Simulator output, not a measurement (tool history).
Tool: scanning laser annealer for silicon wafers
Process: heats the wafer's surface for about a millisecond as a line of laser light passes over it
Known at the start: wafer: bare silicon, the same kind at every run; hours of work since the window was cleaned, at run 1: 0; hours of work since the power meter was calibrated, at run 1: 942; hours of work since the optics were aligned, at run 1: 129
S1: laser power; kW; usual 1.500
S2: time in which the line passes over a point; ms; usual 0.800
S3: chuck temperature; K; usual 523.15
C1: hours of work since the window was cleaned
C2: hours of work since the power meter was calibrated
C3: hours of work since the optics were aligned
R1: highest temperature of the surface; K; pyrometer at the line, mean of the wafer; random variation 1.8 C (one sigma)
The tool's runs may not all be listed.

run    hour     S1     S2      S3   C1    C2   C3       R1
  1     0.0  1.500  0.800  523.15    0   942  129  1240.15
  2    60.6  1.500  0.800  523.15   31   973  159  1240.15
  3   106.0  1.500  0.800  523.15   54   996  182  1243.15
  4   155.3  1.500  1.000  523.15   78  1020  207  1332.15
  5   210.1  1.500  0.800  523.15  106  1048  235  1242.15
  6   248.5  1.500  0.800  523.15  125  1067  254  1243.15
  7   285.4  1.500  0.800  523.15  144  1086  273  1242.15
  8   328.2  1.500  0.800  523.15  166  1108  294  1239.15
  9   382.9  1.500  0.800  523.15  193  1135  322  1244.15
 10   441.3  1.500  0.800  523.15  223  1165  351  1238.15
 11   499.8  1.500  0.800  523.15  252  1194  381  1240.15
 12   527.1  1.500  0.812  523.15  266  1208  395  1247.15
 13   573.8  1.500  0.800  523.15  290  1232  418  1240.15
 14   637.1  1.500  0.800  523.15  322  1264  450  1238.15
 15   698.8  1.500  0.800  523.15  353  1295  481  1238.15
 16   739.0  1.500  0.800  523.15  373  1315  502  1243.15
 17   784.3  1.500  0.800  523.15  396  1338  524  1243.15
 18   827.9  1.408  0.800  523.15  418  1360  546  1191.15
      875.9  -- window over the wafer cleaned
 19   888.4  1.408  0.800  523.15    6  1389  576  1193.15
 20   922.4  1.500  0.800  523.15   23  1407  593  1241.15
 21   953.6  1.500  0.795  523.15   39  1422  609  1239.15
 22  1000.3  1.500  0.795  523.15   63  1446  632  1239.15
 23  1061.8  1.500  0.633  552.15   94  1477  663  1184.15
 24  1111.4  1.500  0.633  552.15  119  1502  689  1183.15
 25  1164.8  1.303  0.734  509.15  146  1529  715  1092.15
 26  1208.5  1.526  0.788  509.15  168  1551  738  1236.15
 27  1235.4  1.526  0.788  509.15  181  1565  751  1236.15
     1249.3  -- optics aligned, line set to its width
 28  1275.9  1.526  0.788  509.15  199  1582   13  1236.15
 29  1303.2  1.538  0.800  483.15  213  1596   27  1221.15
 30  1356.5  1.538  0.800  483.15  240  1623   54  1220.15
 31  1402.7  1.519  0.836  523.15  263  1646   77  1269.15
 32  1430.0  1.519  0.836  523.15  277  1660   91  1269.15
 33  1491.3  1.519  0.836  523.15  308  1691  122  1267.15
 34  1529.0  1.296  0.956  561.15  327  1710  141  1227.15
 35  1556.2  1.546  0.706  487.15  341  1724  155  1180.15
 36  1613.4  1.299  0.781  523.15  370  1753  184  1125.15
 37  1647.2  1.373  0.600  485.15  387  1770  201  1044.15
 38  1690.4  1.404  0.672  523.15  409  1792  223  1129.15
 39  1729.4  1.404  0.672  523.15  428  1811  242  1128.15
     1757.3  -- window over the wafer cleaned
 40  1794.1  1.362  0.582  543.15   19  1843  274  1087.15
 41  1828.9  1.500  0.821  508.15   36  1861  291  1237.15

Hidden state at the last listed run before each entry between runs and at the first one after, where it differs:
Between runs 18 and 19: window over the wafer cleaned (hour 875.9)
  light that passes the window, % of a clean one's: 99.94 -> 100
Between runs 27 and 28: optics aligned, line set to its width (hour 1249.3)
  width of the line over the set one, %: 0.06 -> 0
Between runs 39 and 40: window over the wafer cleaned (hour 1757.3)
  light that passes the window, % of a clean one's: 99.93 -> 100
